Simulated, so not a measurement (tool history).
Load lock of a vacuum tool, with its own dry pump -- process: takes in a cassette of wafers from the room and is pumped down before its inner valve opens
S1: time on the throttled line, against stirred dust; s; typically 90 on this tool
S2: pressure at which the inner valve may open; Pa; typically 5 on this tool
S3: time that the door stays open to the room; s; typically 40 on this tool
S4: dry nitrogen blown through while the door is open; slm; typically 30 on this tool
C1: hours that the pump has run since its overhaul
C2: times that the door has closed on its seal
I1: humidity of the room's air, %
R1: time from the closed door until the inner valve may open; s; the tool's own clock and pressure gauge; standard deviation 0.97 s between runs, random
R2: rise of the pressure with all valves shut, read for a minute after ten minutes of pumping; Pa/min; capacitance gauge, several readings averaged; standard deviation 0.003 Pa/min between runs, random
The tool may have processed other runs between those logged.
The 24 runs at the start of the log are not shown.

run 25 day=60.392 | S1=74 S2=5 S3=31 S4=30 | C1=3948 C2=12179 | I1=46.9 | R1=139.5 R2=0.010
run 26 day=62.021 | S1=74 S2=5 S3=31 S4=30 | C1=3987 C2=12300 | I1=45.2 | R1=140.8 R2=0.011
run 27 day=63.883 | S1=74 S2=5 S3=31 S4=30 | C1=4032 C2=12437 | I1=43.7 | R1=140.5 R2=0.013
run 28 day=66.275 | S1=74 S2=5 S3=31 S4=30 | C1=4089 C2=12615 | I1=42.3 | R1=139.3 R2=0.010
run 29 day=67.821 | S1=74 S2=5 S3=31 S4=30 | C1=4126 C2=12729 | I1=43.6 | R1=140.8 R2=0.020
run 30 day=71.321 | S1=74 S2=6 S3=31 S4=17 | C1=4210 C2=12988 | I1=45.0 | R1=139.8 R2=0.016
run 31 day=74.904 | S1=74 S2=6 S3=31 S4=17 | C1=4296 C2=13253 | I1=45.4 | R1=140.0 R2=0.017
run 32 day=77.746 | S1=74 S2=6 S3=31 S4=17 | C1=4364 C2=13464 | I1=45.7 | R1=139.2 R2=0.016
run 33 day=80.204 | S1=74 S2=6 S3=31 S4=17 | C1=4423 C2=13646 | I1=45.1 | R1=137.9 R2=0.014
run 34 day=83.954 | S1=90 S2=5 S3=92 S4=10 | C1=4513 C2=13923 | I1=47.7 | R1=152.9 R2=0.035
run 35 day=86.058 | S1=90 S2=5 S3=92 S4=10 | C1=4564 C2=14079 | I1=47.6 | R1=152.7 R2=0.038
run 36 day=88.808 | S1=90 S2=5 S3=40 S4=8 | C1=4630 C2=14283 | I1=46.5 | R1=154.3 R2=0.032

Predict each of these 5 candidate next runs independently; none follows another, all start after run 36:
run A day=92.262 | S1=90 S2=6 S3=38 S4=28 | C1=4713 C2=14539 | I1=45.9 | R1=? R2=?
run B day=92.262 | S1=48 S2=5 S3=77 S4=8 | C1=4713 C2=14539 | I1=41.7 | R1=? R2=?
run C day=92.262 | S1=130 S2=8 S3=40 S4=42 | C1=4713 C2=14539 | I1=42.3 | R1=? R2=?
run D day=92.262 | S1=90 S2=5 S3=40 S4=20 | C1=4713 C2=14539 | I1=47.2 | R1=? R2=?
run E day=92.262 | S1=90 S2=5 S3=148 S4=7 | C1=4713 C2=14539 | I1=45.6 | R1=? R2=?

run=A R1=152.9 R2=0.012
run=B R1=116.4 R2=0.040
run=C R1=184.0 R2=0.010
run=D R1=155.3 R2=0.023
run=E R1=154.0 R2=0.059
The same runs, with their run-to-run variation unchanged, on a tool lacking any hidden condition would have given:
run=A R1=152.8 R2=0.012
run=B R1=116.4 R2=0.039
run=C R1=183.9 R2=0.010
run=D R1=155.2 R2=0.023
run=E R1=153.9 R2=0.059
